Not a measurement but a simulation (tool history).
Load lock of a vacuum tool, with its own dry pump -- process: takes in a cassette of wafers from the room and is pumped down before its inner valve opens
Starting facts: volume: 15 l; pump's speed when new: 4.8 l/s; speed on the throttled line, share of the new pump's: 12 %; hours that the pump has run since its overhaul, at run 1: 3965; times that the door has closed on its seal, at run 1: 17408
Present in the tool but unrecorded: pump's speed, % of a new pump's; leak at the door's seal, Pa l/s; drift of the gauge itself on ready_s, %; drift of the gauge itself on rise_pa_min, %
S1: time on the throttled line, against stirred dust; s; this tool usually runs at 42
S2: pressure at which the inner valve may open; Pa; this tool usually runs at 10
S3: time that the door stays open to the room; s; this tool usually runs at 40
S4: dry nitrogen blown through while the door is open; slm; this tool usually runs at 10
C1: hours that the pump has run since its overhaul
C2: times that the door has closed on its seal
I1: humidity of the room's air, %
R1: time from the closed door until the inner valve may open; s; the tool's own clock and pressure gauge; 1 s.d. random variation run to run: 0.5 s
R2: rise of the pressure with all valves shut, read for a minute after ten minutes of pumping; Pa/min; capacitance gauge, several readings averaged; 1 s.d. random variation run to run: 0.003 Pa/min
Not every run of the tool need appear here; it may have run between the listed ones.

run 1 day=0 | S1=42 S2=10 S3=40 S4=10 | C1=3965 C2=17408 | I1=44.3 | R1=67.7 R2=0.095
run 2 day=3.9 | S1=42 S2=10 S3=40 S4=10 | C1=4059 C2=17757 | I1=47.9 | R1=66.5 R2=0.103
run 3 day=11.288 | S1=26 S2=10 S3=40 S4=10 | C1=4236 C2=18417 | I1=46.3 | R1=53.5 R2=0.111
run 4 day=15.558 | S1=26 S2=10 S3=40 S4=10 | C1=4339 C2=18798 | I1=42.6 | R1=53.1 R2=0.103
run 5 day=23.242 | S1=42 S2=10 S3=40 S4=10 | C1=4523 C2=19484 | I1=45.3 | R1=66.7 R2=0.108
run 6 day=26.858 | S1=42 S2=10 S3=40 S4=10 | C1=4610 C2=19807 | I1=44.6 | R1=67.1 R2=0.118
run 7 day=30.408 | S1=42 S2=10 S3=40 S4=6 | C1=4695 C2=20125 | I1=41.9 | R1=68.2 R2=0.112
run 8 day=33.879 | S1=42 S2=10 S3=40 S4=6 | C1=4779 C2=20434 | I1=46.5 | R1=68.2 R2=0.116
run 9 day=40.746 | S1=42 S2=10 S3=40 S4=10 | C1=4943 C2=21048 | I1=49.4 | R1=67.4 R2=0.123
run 10 day=44.971 | S1=42 S2=10 S3=40 S4=10 | C1=5045 C2=21425 | I1=48 | R1=67 R2=0.123
run 11 day=52.496 | S1=42 S2=10 S3=173 S4=10 | C1=5225 C2=22097 | I1=45.7 | R1=68.2 R2=0.141
run 12 day=56.396 | S1=42 S2=10 S3=173 S4=10 | C1=5319 C2=22446 | I1=45.4 | R1=67.5 R2=0.149
run 13 day=62.483 | S1=42 S2=10 S3=173 S4=10 | C1=5465 C2=22989 | I1=45.1 | R1=67.5 R2=0.146
run 14 day=68.483 | S1=42 S2=10 S3=173 S4=10 | C1=5609 C2=23525 | I1=46.3 | R1=68.5 R2=0.15
run 15 day=74.183 | S1=42 S2=10 S3=173 S4=10 | C1=5746 C2=24034 | I1=45.1 | R1=68.4 R2=0.155
run 16 day=79.2 | S1=36 S2=10 S3=40 S4=10 | C1=5866 C2=24483 | I1=42.8 | R1=61.6 R2=0.134
run 17 day=83.196 | S1=36 S2=10 S3=40 S4=10 | C1=5962 C2=24840 | I1=42.7 | R1=62.4 R2=0.14
run 18 day=88.692 | S1=42 S2=9 S3=40 S4=10 | C1=6094 C2=25330 | I1=43.7 | R1=67.9 R2=0.149
run 19 day=94.358 | S1=42 S2=9 S3=40 S4=10 | C1=6230 C2=25837 | I1=48.1 | R1=68.1 R2=0.152
run 20 day=102.367 | S1=64 S2=20 S3=83 S4=21 | C1=6422 C2=26552 | I1=48.2 | R1=86 R2=0.156
run 21 day=107.625 | S1=64 S2=20 S3=83 S4=9 | C1=6548 C2=27021 | I1=44.5 | R1=85.2 R2=0.165
run 22 day=115.658 | S1=42 S2=7 S3=40 S4=8 | C1=6741 C2=27739 | I1=46.9 | R1=69.5 R2=0.162
run 23 day=120.675 | S1=42 S2=13 S3=40 S4=10 | C1=6862 C2=28187 | I1=45.9 | R1=66.4 R2=0.164
run 24 day=124.292 | S1=77 S2=10 S3=84 S4=11 | C1=6948 C2=28510 | I1=43.3 | R1=98.4 R2=0.169
run 25 day=130.196 | S1=32 S2=10 S3=29 S4=10 | C1=7090 C2=29038 | I1=44.3 | R1=58.7 R2=0.162
run 26 day=134.158 | S1=32 S2=10 S3=29 S4=10 | C1=7185 C2=29392 | I1=43.6 | R1=59 R2=0.163
run 27 day=138.471 | S1=32 S2=10 S3=29 S4=10 | C1=7289 C2=29777 | I1=41.8 | R1=60.2 R2=0.164
run 28 day=142.358 | S1=32 S2=10 S3=29 S4=10 | C1=7382 C2=30124 | I1=43.3 | R1=58.9 R2=0.173
run 29 day=150.317 | S1=32 S2=10 S3=29 S4=17 | C1=7573 C2=30835 | I1=43.8 | R1=59.7 R2=0.166
run 30 day=155.783 | S1=44 S2=18 S3=30 S4=17 | C1=7704 C2=31323 | I1=43.1 | R1=67.5 R2=0.175
run 31 day=162.271 | S1=44 S2=18 S3=30 S4=17 | C1=7860 C2=31903 | I1=46.4 | R1=68.5 R2=0.18
run 32 day=166.179 | S1=42 S2=14 S3=40 S4=4 | C1=7954 C2=32252 | I1=44.9 | R1=66.9 R2=0.198
run 33 day=171.158 | S1=42 S2=14 S3=40 S4=4 | C1=8073 C2=32696 | I1=45.3 | R1=66.2 R2=0.193
run 34 day=177.679 | S1=42 S2=14 S3=40 S4=4 | C1=8230 C2=33279 | I1=42.2 | R1=66.5 R2=0.208
run 35 day=183.929 | S1=42 S2=14 S3=40 S4=4 | C1=8380 C2=33837 | I1=46.4 | R1=67.2 R2=0.21
run 36 day=189.417 | S1=42 S2=14 S3=40 S4=4 | C1=8511 C2=34327 | I1=47.6 | R1=67.4 R2=0.222
run 37 day=197.508 | S1=42 S2=14 S3=40 S4=4 | C1=8706 C2=35050 | I1=46.6 | R1=66.6 R2=0.22

Here are 3 independent what-if runs from the current tool condition. What would each one return?
run A day=204.354 | S1=42 S2=12 S3=90 S4=10 | C1=8870 C2=35661 | I1=43.5 | R1=? R2=?
run B day=204.354 | S1=30 S2=10 S3=40 S4=10 | C1=8870 C2=35661 | I1=43.9 | R1=? R2=?
run C day=204.354 | S1=39 S2=7 S3=40 S4=6 | C1=8870 C2=35661 | I1=47.5 | R1=? R2=?

run=A R1=68.4 R2=0.227
run=B R1=57.8 R2=0.217
run=C R1=67.2 R2=0.228
Without the tool's unlogged condition, the same runs would have read:
run=A R1=65.9 R2=0.047
run=B R1=55.1 R2=0.038
run=C R1=64.6 R2=0.046
